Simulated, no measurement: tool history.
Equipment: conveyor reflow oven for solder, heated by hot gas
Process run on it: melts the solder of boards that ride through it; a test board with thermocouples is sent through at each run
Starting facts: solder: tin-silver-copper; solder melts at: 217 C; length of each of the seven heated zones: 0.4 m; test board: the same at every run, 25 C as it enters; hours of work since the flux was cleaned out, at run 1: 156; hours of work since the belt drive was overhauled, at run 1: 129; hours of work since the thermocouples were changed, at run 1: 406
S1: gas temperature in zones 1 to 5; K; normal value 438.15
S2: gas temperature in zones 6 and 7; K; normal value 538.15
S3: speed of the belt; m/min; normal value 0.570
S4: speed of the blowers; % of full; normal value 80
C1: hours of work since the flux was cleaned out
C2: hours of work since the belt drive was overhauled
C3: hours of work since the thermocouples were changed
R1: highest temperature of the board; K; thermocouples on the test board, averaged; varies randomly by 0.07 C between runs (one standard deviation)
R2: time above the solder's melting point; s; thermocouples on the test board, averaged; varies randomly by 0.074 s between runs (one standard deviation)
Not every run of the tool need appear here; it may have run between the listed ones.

run	hour	S1	S2	S3	S4	C1	C2	C3	R1	R2
1	0.0	438.15	538.15	0.570	80	156	129	406	520.23	54.74
2	11.3	438.15	538.15	0.570	80	161	134	410	520.25	54.83
3	21.5	438.15	538.15	0.570	80	165	138	415	520.09	54.72
4	26.9	438.15	538.15	0.609	80	167	140	417	517.92	48.35
5	36.3	438.15	538.15	0.609	80	171	144	421	517.82	48.41
6	47.1	438.15	538.15	0.609	80	176	149	425	517.79	48.38
7	58.6	438.15	538.15	0.609	80	181	154	430	517.82	48.26
8	70.4	438.15	538.15	0.609	80	186	159	435	517.80	48.34
9	76.0	438.15	538.15	0.568	80	188	161	438	520.16	55.09
10	83.3	438.15	538.15	0.570	80	191	164	441	520.16	54.77
11	94.5	438.15	545.15	0.570	80	196	169	446	525.96	59.64
12	104.0	438.15	545.15	0.570	80	200	173	450	526.01	59.51
13	114.8	438.15	545.15	0.570	80	204	178	454	525.94	59.42
14	125.2	438.15	545.15	0.570	80	209	182	458	525.84	59.51
15	130.0	438.15	545.15	0.570	80	211	184	461	525.92	59.52
16	135.5	434.15	538.15	0.478	80	213	186	463	525.12	70.75
17	146.8	434.15	538.15	0.478	80	218	191	468	524.98	70.74
18	157.9	439.15	537.15	0.650	83	223	196	472	515.62	43.21
19	164.9	439.15	537.15	0.650	83	226	199	475	515.60	43.18
20	169.9	438.15	538.15	0.538	85	228	201	477	523.24	62.14
21	181.5	438.15	538.15	0.538	85	233	206	482	523.35	62.02
22	187.6	438.15	538.15	0.538	85	235	208	485	523.38	62.00
23	192.7	438.15	536.15	0.538	85	237	210	487	521.47	60.50
24	198.6	438.15	536.15	0.538	85	240	213	489	521.44	60.50
25	204.8	424.15	536.15	0.538	85	242	216	492	519.25	53.69
26	210.9	424.15	536.15	0.538	85	245	218	495	519.31	53.70
27	219.9	428.15	535.15	0.580	84	249	222	498	516.13	47.10
28	227.6	428.15	535.15	0.580	84	252	225	502	516.15	46.89
29	239.4	428.15	533.15	0.525	80	257	230	507	516.67	53.17
30	250.2	431.15	542.15	0.511	52	262	235	511	514.22	48.92

Some steps in R1, run to run, broken into two amounts with sign: the step expected even without the hidden condition (settings, incoming material, random variation), and the rest, left for the hidden condition together with whatever gauge scatter is not in both the measured and the hidden-condition-free result:
The hidden state here: heat that the gas passes to the board, % of a clean oven's; belt's true speed, % of the reading; true gas temperature in zones 6 and 7 over the reading, C; drift of the gauge itself on peak_c, C; drift of the gauge itself on liquid_s, %.
Run 10 -> 11: S2 538.15 -> 545.15. R1 +5.80 K: hidden state -0.06, all else +5.86.
Run 15 -> 16: S1 438.15 -> 434.15, S2 545.15 -> 538.15, S3 0.570 -> 0.478. R1 -0.80 K: hidden state +0.23, all else -1.03.
Run 17 -> 18: S1 434.15 -> 439.15, S2 538.15 -> 537.15, S3 0.478 -> 0.650, S4 80 -> 83. R1 -9.36 K: hidden state -0.36, all else -9.00.
Run 19 -> 20: S1 439.15 -> 438.15, S2 537.15 -> 538.15, S3 0.650 -> 0.538, S4 83 -> 85. R1 +7.64 K: hidden state +0.24, all else +7.40.
